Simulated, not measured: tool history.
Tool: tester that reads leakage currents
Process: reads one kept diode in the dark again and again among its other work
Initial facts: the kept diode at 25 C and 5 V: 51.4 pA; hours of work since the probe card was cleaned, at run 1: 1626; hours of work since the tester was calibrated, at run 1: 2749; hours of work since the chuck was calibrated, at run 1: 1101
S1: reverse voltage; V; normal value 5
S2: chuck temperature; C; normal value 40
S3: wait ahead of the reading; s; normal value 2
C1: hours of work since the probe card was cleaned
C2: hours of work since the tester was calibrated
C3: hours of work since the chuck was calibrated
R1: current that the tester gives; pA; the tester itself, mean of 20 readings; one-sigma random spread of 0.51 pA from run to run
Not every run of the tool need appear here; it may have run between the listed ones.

{"run": 1, "hour": 0.0, "S1": 5, "S2": 40, "S3": 2, "C1": 1626, "C2": 2749, "C3": 1101, "R1": 199.31}
{"run": 2, "hour": 71.8, "S1": 5, "S2": 40, "S3": 2, "C1": 1682, "C2": 2805, "C3": 1157, "R1": 202.93}
{"run": 3, "hour": 118.1, "S1": 5, "S2": 40, "S3": 2, "C1": 1719, "C2": 2841, "C3": 1193, "R1": 201.87}
{"run": 4, "hour": 189.6, "S1": 5, "S2": 40, "S3": 2, "C1": 1774, "C2": 2897, "C3": 1249, "R1": 205.17}
{"run": 5, "hour": 237.7, "S1": 5, "S2": 40, "S3": 2, "C1": 1812, "C2": 2934, "C3": 1286, "R1": 203.93}
{"run": 6, "hour": 291.2, "S1": 5, "S2": 40, "S3": 4.11, "C1": 1854, "C2": 2976, "C3": 1328, "R1": 206.9}
{"run": 7, "hour": 377.7, "S1": 9.73, "S2": 40, "S3": 2, "C1": 1921, "C2": 3044, "C3": 1395, "R1": 308.89}
{"hour": 388.3, "done": "chuck's temperature calibrated"}
{"run": 8, "hour": 488.7, "S1": 9.73, "S2": 40, "S3": 2, "C1": 2006, "C2": 3129, "C3": 78, "R1": 265.19}
{"run": 9, "hour": 566.9, "S1": 9.73, "S2": 47, "S3": 2, "C1": 2067, "C2": 3190, "C3": 139, "R1": 436.97}
{"run": 10, "hour": 660.5, "S1": 9.73, "S2": 47, "S3": 2, "C1": 2140, "C2": 3262, "C3": 212, "R1": 440.67}
{"run": 11, "hour": 732.1, "S1": 9.73, "S2": 47, "S3": 2, "C1": 2196, "C2": 3318, "C3": 268, "R1": 444.42}
{"run": 12, "hour": 787.0, "S1": 9.73, "S2": 47, "S3": 2, "C1": 2239, "C2": 3361, "C3": 311, "R1": 448.32}
{"run": 13, "hour": 884.1, "S1": 2.21, "S2": 43, "S3": 2, "C1": 2314, "C2": 3437, "C3": 387, "R1": 143.74}
{"run": 14, "hour": 979.7, "S1": 7.36, "S2": 20, "S3": 0.88, "C1": 2389, "C2": 3511, "C3": 461, "R1": 59.92}
{"run": 15, "hour": 1075.7, "S1": 7.36, "S2": 20, "S3": 0.88, "C1": 2464, "C2": 3586, "C3": 536, "R1": 60.57}
{"run": 16, "hour": 1185.1, "S1": 7.36, "S2": 20, "S3": 0.88, "C1": 2549, "C2": 3672, "C3": 621, "R1": 62.01}
{"run": 17, "hour": 1233.1, "S1": 7.36, "S2": 45, "S3": 0.88, "C1": 2586, "C2": 3709, "C3": 659, "R1": 348.04}

What differs in the tool's unlogged condition from the final listed run ahead of each entry between runs to the first listed run following it?
Runs 7 to 8: chuck's temperature calibrated (hour 388.3)
  stray current of the dirty probe card, pA a volt: 1.392 -> 1.455; current scale over the true one, %: 0.86 -> 0.89; true chuck temperature over the reading, C: 2.32 -> 0.12
  measured result minus the result with no hidden state, R1: +62.35 -> +18.54 pA
